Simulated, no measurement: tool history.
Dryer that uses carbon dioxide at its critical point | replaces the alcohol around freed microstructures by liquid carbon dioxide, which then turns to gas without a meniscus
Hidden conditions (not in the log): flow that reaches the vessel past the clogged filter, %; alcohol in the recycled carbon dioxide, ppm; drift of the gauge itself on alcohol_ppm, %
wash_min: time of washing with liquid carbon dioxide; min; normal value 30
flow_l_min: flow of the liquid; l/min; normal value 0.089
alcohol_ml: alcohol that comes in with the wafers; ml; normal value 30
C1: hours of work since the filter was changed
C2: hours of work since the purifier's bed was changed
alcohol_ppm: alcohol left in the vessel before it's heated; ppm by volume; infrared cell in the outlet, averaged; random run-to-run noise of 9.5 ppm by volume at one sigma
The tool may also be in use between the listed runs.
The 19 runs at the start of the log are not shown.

{"run": 20, "hour": 516.6, "wash_min": 30, "flow_l_min": 0.089, "alcohol_ml": 44, "C1": 260, "C2": 728, "alcohol_ppm": 1105}
{"run": 21, "hour": 554.4, "wash_min": 30, "flow_l_min": 0.089, "alcohol_ml": 44, "C1": 288, "C2": 756, "alcohol_ppm": 1117}
{"run": 22, "hour": 593.5, "wash_min": 30, "flow_l_min": 0.1016, "alcohol_ml": 63, "C1": 317, "C2": 785, "alcohol_ppm": 981}
{"run": 23, "hour": 630.6, "wash_min": 43, "flow_l_min": 0.1131, "alcohol_ml": 33, "C1": 344, "C2": 812, "alcohol_ppm": 147}
{"run": 24, "hour": 648.9, "wash_min": 43, "flow_l_min": 0.089, "alcohol_ml": 42, "C1": 358, "C2": 826, "alcohol_ppm": 289}
{"run": 25, "hour": 688.9, "wash_min": 43, "flow_l_min": 0.1201, "alcohol_ml": 42, "C1": 387, "C2": 855, "alcohol_ppm": 146}
{"run": 26, "hour": 707.2, "wash_min": 26, "flow_l_min": 0.089, "alcohol_ml": 47, "C1": 401, "C2": 869, "alcohol_ppm": 2385}
{"run": 27, "hour": 727.1, "wash_min": 26, "flow_l_min": 0.089, "alcohol_ml": 47, "C1": 416, "C2": 884, "alcohol_ppm": 2424}
{"run": 28, "hour": 757.8, "wash_min": 40, "flow_l_min": 0.089, "alcohol_ml": 70, "C1": 439, "C2": 907, "alcohol_ppm": 589}
{"run": 29, "hour": 786.5, "wash_min": 21, "flow_l_min": 0.0645, "alcohol_ml": 30, "C1": 460, "C2": 928, "alcohol_ppm": 6760}
{"run": 30, "hour": 807.6, "wash_min": 21, "flow_l_min": 0.0645, "alcohol_ml": 30, "C1": 476, "C2": 944, "alcohol_ppm": 6949}
{"run": 31, "hour": 836.6, "wash_min": 21, "flow_l_min": 0.0649, "alcohol_ml": 113, "C1": 497, "C2": 965, "alcohol_ppm": 25601}
{"hour": 855.7, "done": "inlet filter changed"}
{"run": 32, "hour": 873.5, "wash_min": 21, "flow_l_min": 0.0649, "alcohol_ml": 113, "C1": 13, "C2": 992, "alcohol_ppm": 19929}
{"run": 33, "hour": 904.2, "wash_min": 21, "flow_l_min": 0.0649, "alcohol_ml": 113, "C1": 36, "C2": 1014, "alcohol_ppm": 20177}

Run 34 is up next; what results do you expect?
{"run": 34, "hour": 928.1, "wash_min": 21, "flow_l_min": 0.0649, "alcohol_ml": 113, "C1": 54, "C2": 1032, "alcohol_ppm": "?"}

{"run 34": {"alcohol_ppm": 20267}}
Had the tool carried no hidden state, the very same run would have given alcohol_ppm 19389 ppm by volume.
